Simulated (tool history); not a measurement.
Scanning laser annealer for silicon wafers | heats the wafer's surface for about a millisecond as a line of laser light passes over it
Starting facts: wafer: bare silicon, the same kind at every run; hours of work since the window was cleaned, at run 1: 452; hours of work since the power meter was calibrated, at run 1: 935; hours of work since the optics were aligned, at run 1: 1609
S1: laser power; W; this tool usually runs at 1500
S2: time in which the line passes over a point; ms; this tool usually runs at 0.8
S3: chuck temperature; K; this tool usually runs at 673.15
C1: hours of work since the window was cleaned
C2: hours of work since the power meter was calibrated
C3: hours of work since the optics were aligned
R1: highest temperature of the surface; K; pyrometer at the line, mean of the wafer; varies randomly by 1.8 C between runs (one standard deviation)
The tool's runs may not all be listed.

{"run": 1, "hour": 0.0, "S1": 1500, "S2": 0.8, "S3": 673.15, "C1": 452, "C2": 935, "C3": 1609, "R1": 1354.15}
{"run": 2, "hour": 49.5, "S1": 1500, "S2": 0.8, "S3": 701.15, "C1": 477, "C2": 961, "C3": 1635, "R1": 1380.15}
{"run": 3, "hour": 111.6, "S1": 1500, "S2": 0.8, "S3": 645.15, "C1": 510, "C2": 993, "C3": 1667, "R1": 1327.15}
{"run": 4, "hour": 189.2, "S1": 1500, "S2": 0.8, "S3": 645.15, "C1": 551, "C2": 1034, "C3": 1708, "R1": 1323.15}
{"run": 5, "hour": 221.7, "S1": 1500, "S2": 0.8, "S3": 645.15, "C1": 568, "C2": 1051, "C3": 1725, "R1": 1325.15}
{"run": 6, "hour": 286.8, "S1": 1500, "S2": 0.8, "S3": 645.15, "C1": 602, "C2": 1085, "C3": 1759, "R1": 1324.15}
{"run": 7, "hour": 367.4, "S1": 1500, "S2": 0.8, "S3": 645.15, "C1": 644, "C2": 1127, "C3": 1801, "R1": 1318.15}
{"hour": 378.2, "done": "optics aligned, line set to its width"}
{"run": 8, "hour": 453.4, "S1": 1500, "S2": 0.8, "S3": 645.15, "C1": 686, "C2": 1170, "C3": 39, "R1": 1330.15}
{"run": 9, "hour": 495.6, "S1": 1500, "S2": 0.8, "S3": 673.15, "C1": 709, "C2": 1192, "C3": 62, "R1": 1356.15}
{"run": 10, "hour": 564.7, "S1": 1500, "S2": 0.8, "S3": 673.15, "C1": 745, "C2": 1228, "C3": 98, "R1": 1354.15}
{"run": 11, "hour": 620.6, "S1": 1500, "S2": 0.8, "S3": 673.15, "C1": 774, "C2": 1257, "C3": 127, "R1": 1355.15}
{"run": 12, "hour": 658.9, "S1": 1626, "S2": 0.596, "S3": 673.15, "C1": 794, "C2": 1277, "C3": 147, "R1": 1307.15}
{"hour": 692.5, "done": "window over the wafer cleaned"}
{"run": 13, "hour": 740.7, "S1": 1626, "S2": 0.596, "S3": 656.15, "C1": 25, "C2": 1319, "C3": 189, "R1": 1315.15}
{"run": 14, "hour": 784.1, "S1": 1328, "S2": 0.8, "S3": 702.15, "C1": 48, "C2": 1342, "C3": 212, "R1": 1327.15}
{"run": 15, "hour": 819.5, "S1": 1391, "S2": 0.836, "S3": 689.15, "C1": 67, "C2": 1360, "C3": 230, "R1": 1357.15}
{"run": 16, "hour": 859.6, "S1": 1554, "S2": 0.662, "S3": 658.15, "C1": 88, "C2": 1381, "C3": 251, "R1": 1321.15}
{"run": 17, "hour": 915.0, "S1": 1554, "S2": 0.662, "S3": 658.15, "C1": 117, "C2": 1410, "C3": 280, "R1": 1321.15}
{"run": 18, "hour": 970.9, "S1": 1553, "S2": 0.8, "S3": 666.15, "C1": 146, "C2": 1440, "C3": 309, "R1": 1389.15}
{"run": 19, "hour": 1017.0, "S1": 1500, "S2": 0.708, "S3": 686.15, "C1": 170, "C2": 1464, "C3": 334, "R1": 1343.15}
{"run": 20, "hour": 1072.5, "S1": 1316, "S2": 0.86, "S3": 673.15, "C1": 199, "C2": 1493, "C3": 363, "R1": 1309.15}
{"run": 21, "hour": 1124.6, "S1": 1392, "S2": 0.588, "S3": 682.15, "C1": 226, "C2": 1520, "C3": 390, "R1": 1238.15}
{"run": 22, "hour": 1167.8, "S1": 1420, "S2": 0.953, "S3": 695.15, "C1": 249, "C2": 1543, "C3": 413, "R1": 1417.15}

Below are 4 alternative next runs, each starting from the tool's condition after run 22. Predict each:
{"run": "A", "hour": 1210.8, "S1": 1399, "S2": 0.953, "S3": 695.15, "C1": 272, "C2": 1565, "C3": 435, "R1": "?"}
{"run": "B", "hour": 1210.8, "S1": 1420, "S2": 0.953, "S3": 679.15, "C1": 272, "C2": 1565, "C3": 435, "R1": "?"}
{"run": "C", "hour": 1210.8, "S1": 1508, "S2": 0.731, "S3": 643.15, "C1": 272, "C2": 1565, "C3": 435, "R1": "?"}
{"run": "D", "hour": 1210.8, "S1": 1314, "S2": 0.783, "S3": 673.15, "C1": 272, "C2": 1565, "C3": 435, "R1": "?"}

run=A R1=1400.15
run=B R1=1399.15
run=C R1=1311.15
run=D R1=1276.15
Had the tool no hidden state, the same runs would have come out as:
run=A R1=1410.15
run=B R1=1409.15
run=C R1=1320.15
run=D R1=1285.15
